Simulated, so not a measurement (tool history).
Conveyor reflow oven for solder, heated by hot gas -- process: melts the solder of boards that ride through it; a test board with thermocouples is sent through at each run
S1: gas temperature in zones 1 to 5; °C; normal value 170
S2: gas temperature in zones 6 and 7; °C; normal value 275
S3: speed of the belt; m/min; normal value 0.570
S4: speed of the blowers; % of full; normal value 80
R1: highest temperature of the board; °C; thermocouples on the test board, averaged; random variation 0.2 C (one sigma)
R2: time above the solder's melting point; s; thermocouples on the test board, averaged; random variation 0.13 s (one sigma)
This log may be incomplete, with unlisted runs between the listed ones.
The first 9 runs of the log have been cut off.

| run | day | S1 | S2 | S3 | S4 | R1 | R2 |
|---|---|---|---|---|---|---|---|
|  | 22.279 | belt drive overhauled, speed set with a stopwatch |
| 10 | 22.500 | 170 | 270 | 0.570 | 72 | 253.1 | 54.4 |
| 11 | 25.354 | 170 | 270 | 0.570 | 72 | 253.0 | 54.1 |
| 12 | 28.712 | 170 | 275 | 0.570 | 80 | 258.5 | 58.3 |
| 13 | 31.417 | 170 | 275 | 0.570 | 80 | 258.2 | 58.1 |
| 14 | 33.333 | 170 | 275 | 0.570 | 80 | 258.5 | 57.9 |
| 15 | 36.946 | 170 | 275 | 0.570 | 70 | 255.4 | 55.7 |
|  | 39.258 | thermocouples of zones 6 and 7 changed |
| 16 | 39.262 | 170 | 275 | 0.570 | 70 | 256.8 | 56.3 |
| 17 | 42.700 | 170 | 275 | 0.570 | 80 | 258.2 | 58.0 |
|  | 43.967 | flux residue cleaned out of gas plates and filters |
| 18 | 45.958 | 170 | 280 | 0.570 | 80 | 265.4 | 62.1 |
| 19 | 47.646 | 170 | 280 | 0.570 | 80 | 265.4 | 62.0 |
| 20 | 49.525 | 172 | 280 | 0.570 | 80 | 265.0 | 62.4 |
| 21 | 53.312 | 172 | 280 | 0.570 | 80 | 264.9 | 62.7 |
| 22 | 57.175 | 172 | 280 | 0.570 | 80 | 264.1 | 62.2 |
| 23 | 59.088 | 172 | 280 | 0.570 | 80 | 263.8 | 62.0 |
| 24 | 62.392 | 166 | 275 | 0.603 | 64 | 251.8 | 48.7 |
| 25 | 66.038 | 166 | 275 | 0.603 | 64 | 251.1 | 48.4 |
| 26 | 68.308 | 166 | 275 | 0.603 | 64 | 251.0 | 48.4 |
| 27 | 71.783 | 166 | 275 | 0.603 | 64 | 251.1 | 48.1 |

What will run 28 give?
| 28 | 75.138 | 172 | 267 | 0.603 | 86 | ? | ? |

R1: 250.3 °C
R2: 50.7 s
Minus the tool's unlogged condition, the same run would have read R1 253.7 °C, R2 53.1 s.
